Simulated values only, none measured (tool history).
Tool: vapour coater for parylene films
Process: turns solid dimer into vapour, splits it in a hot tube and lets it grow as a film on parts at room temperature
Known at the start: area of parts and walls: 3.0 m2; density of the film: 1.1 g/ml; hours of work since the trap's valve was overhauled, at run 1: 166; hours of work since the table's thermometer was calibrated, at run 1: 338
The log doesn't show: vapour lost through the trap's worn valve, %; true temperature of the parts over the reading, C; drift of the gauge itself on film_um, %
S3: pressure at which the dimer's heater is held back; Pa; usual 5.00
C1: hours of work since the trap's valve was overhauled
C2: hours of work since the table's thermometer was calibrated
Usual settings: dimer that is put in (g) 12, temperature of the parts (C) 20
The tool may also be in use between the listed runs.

run 1 hour=0.0 | dimer_that_is_put_in_(g)=12 temperature_of_the_parts_(C)=20 S3=5.00 | C1=166 C2=338 | thickness_of_the_film_(nm)=2210
run 2 hour=36.7 | dimer_that_is_put_in_(g)=12 temperature_of_the_parts_(C)=20 S3=5.00 | C1=186 C2=358 | thickness_of_the_film_(nm)=2190
run 3 hour=98.5 | dimer_that_is_put_in_(g)=12 temperature_of_the_parts_(C)=20 S3=5.00 | C1=220 C2=392 | thickness_of_the_film_(nm)=2260
run 4 hour=169.3 | dimer_that_is_put_in_(g)=12 temperature_of_the_parts_(C)=20 S3=5.00 | C1=258 C2=430 | thickness_of_the_film_(nm)=2230
-- hour=188.1 trap's valve overhauled
run 5 hour=207.5 | dimer_that_is_put_in_(g)=12 temperature_of_the_parts_(C)=29 S3=5.00 | C1=10 C2=448 | thickness_of_the_film_(nm)=1660
run 6 hour=258.6 | dimer_that_is_put_in_(g)=9 temperature_of_the_parts_(C)=20 S3=5.00 | C1=38 C2=476 | thickness_of_the_film_(nm)=1700
run 7 hour=326.8 | dimer_that_is_put_in_(g)=9 temperature_of_the_parts_(C)=20 S3=5.00 | C1=75 C2=513 | thickness_of_the_film_(nm)=1650
run 8 hour=371.7 | dimer_that_is_put_in_(g)=9 temperature_of_the_parts_(C)=20 S3=5.00 | C1=99 C2=537 | thickness_of_the_film_(nm)=1680
run 9 hour=442.4 | dimer_that_is_put_in_(g)=14 temperature_of_the_parts_(C)=20 S3=7.03 | C1=137 C2=575 | thickness_of_the_film_(nm)=2520
run 10 hour=489.9 | dimer_that_is_put_in_(g)=14 temperature_of_the_parts_(C)=20 S3=7.03 | C1=163 C2=601 | thickness_of_the_film_(nm)=2550
run 11 hour=533.6 | dimer_that_is_put_in_(g)=6 temperature_of_the_parts_(C)=22 S3=3.10 | C1=187 C2=625 | thickness_of_the_film_(nm)=1090
run 12 hour=566.6 | dimer_that_is_put_in_(g)=17 temperature_of_the_parts_(C)=30 S3=2.03 | C1=205 C2=643 | thickness_of_the_film_(nm)=2480
run 13 hour=623.8 | dimer_that_is_put_in_(g)=17 temperature_of_the_parts_(C)=30 S3=2.03 | C1=236 C2=673 | thickness_of_the_film_(nm)=2450
run 14 hour=675.2 | dimer_that_is_put_in_(g)=8 temperature_of_the_parts_(C)=13 S3=9.60 | C1=263 C2=701 | thickness_of_the_film_(nm)=1740

4 ways to go on from here, each from the tool as it stands after run 14. What would each give?
-- hour=685.0 trap's valve overhauled
run A hour=715.2 | dimer_that_is_put_in_(g)=8 temperature_of_the_parts_(C)=18 S3=5.15 | C1=16 C2=721 | thickness_of_the_film_(nm)=?
-- hour=685.0 trap's valve overhauled
run B hour=715.2 | dimer_that_is_put_in_(g)=8 temperature_of_the_parts_(C)=13 S3=3.01 | C1=16 C2=721 | thickness_of_the_film_(nm)=?
-- hour=685.0 trap's valve overhauled
run C hour=715.2 | dimer_that_is_put_in_(g)=8 temperature_of_the_parts_(C)=17 S3=9.60 | C1=16 C2=721 | thickness_of_the_film_(nm)=?
-- hour=685.0 trap's valve overhauled
run D hour=715.2 | dimer_that_is_put_in_(g)=11 temperature_of_the_parts_(C)=19 S3=2.20 | C1=16 C2=721 | thickness_of_the_film_(nm)=?

run=A thickness_of_the_film_(nm)=1550
run=B thickness_of_the_film_(nm)=1990
run=C thickness_of_the_film_(nm)=1540
run=D thickness_of_the_film_(nm)=2310
Without the tool's hidden state the same runs would have given:
run=A thickness_of_the_film_(nm)=1550
run=B thickness_of_the_film_(nm)=1990
run=C thickness_of_the_film_(nm)=1540
run=D thickness_of_the_film_(nm)=2320
